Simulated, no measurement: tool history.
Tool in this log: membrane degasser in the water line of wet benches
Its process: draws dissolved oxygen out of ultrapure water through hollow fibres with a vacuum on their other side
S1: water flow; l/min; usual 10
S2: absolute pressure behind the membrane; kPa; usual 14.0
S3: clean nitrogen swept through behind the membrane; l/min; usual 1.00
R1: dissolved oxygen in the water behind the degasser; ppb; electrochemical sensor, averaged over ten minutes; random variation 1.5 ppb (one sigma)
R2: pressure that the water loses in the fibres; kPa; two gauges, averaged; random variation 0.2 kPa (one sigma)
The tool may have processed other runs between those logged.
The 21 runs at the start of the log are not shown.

run 22 hour=1245.0 | S1=10 S2=10.3 S3=1.00 | R1=190.8 R2=46.09
run 23 hour=1313.6 | S1=10 S2=26.2 S3=1.06 | R1=511.2 R2=45.82
run 24 hour=1362.5 | S1=7 S2=27.4 S3=1.00 | R1=411.0 R2=32.39
run 25 hour=1447.1 | S1=10 S2=23.1 S3=0.51 | R1=836.5 R2=46.08
run 26 hour=1516.4 | S1=6 S2=21.6 S3=0.51 | R1=501.8 R2=27.72
run 27 hour=1588.4 | S1=6 S2=18.8 S3=0.51 | R1=435.4 R2=27.75
run 28 hour=1632.4 | S1=13 S2=16.6 S3=0.45 | R1=801.9 R2=59.49
run 29 hour=1699.1 | S1=10 S2=10.7 S3=0.69 | R1=273.6 R2=46.22
run 30 hour=1768.7 | S1=12 S2=14.0 S3=1.00 | R1=331.6 R2=55.83
run 31 hour=1805.8 | S1=12 S2=14.0 S3=1.00 | R1=330.1 R2=55.75
run 32 hour=1892.9 | S1=10 S2=11.1 S3=1.00 | R1=209.7 R2=46.31

Predict each of these 4 candidate next runs independently; none follows another, all start after run 32:
run A hour=1969.4 | S1=10 S2=11.4 S3=0.78 | R1=? R2=?
run B hour=1969.4 | S1=16 S2=32.4 S3=0.57 | R1=? R2=?
run C hour=1969.4 | S1=10 S2=14.0 S3=1.64 | R1=? R2=?
run D hour=1969.4 | S1=15 S2=20.8 S3=1.23 | R1=? R2=?

run=A R1=271.4 R2=46.77
run=B R1=1530.6 R2=74.08
run=C R1=183.0 R2=46.24
run=D R1=526.1 R2=69.47
Without the tool's hidden state the same runs would have given:
run=A R1=256.9 R2=45.76
run=B R1=1505.7 R2=72.46
run=C R1=173.5 R2=45.23
run=D R1=509.3 R2=67.96
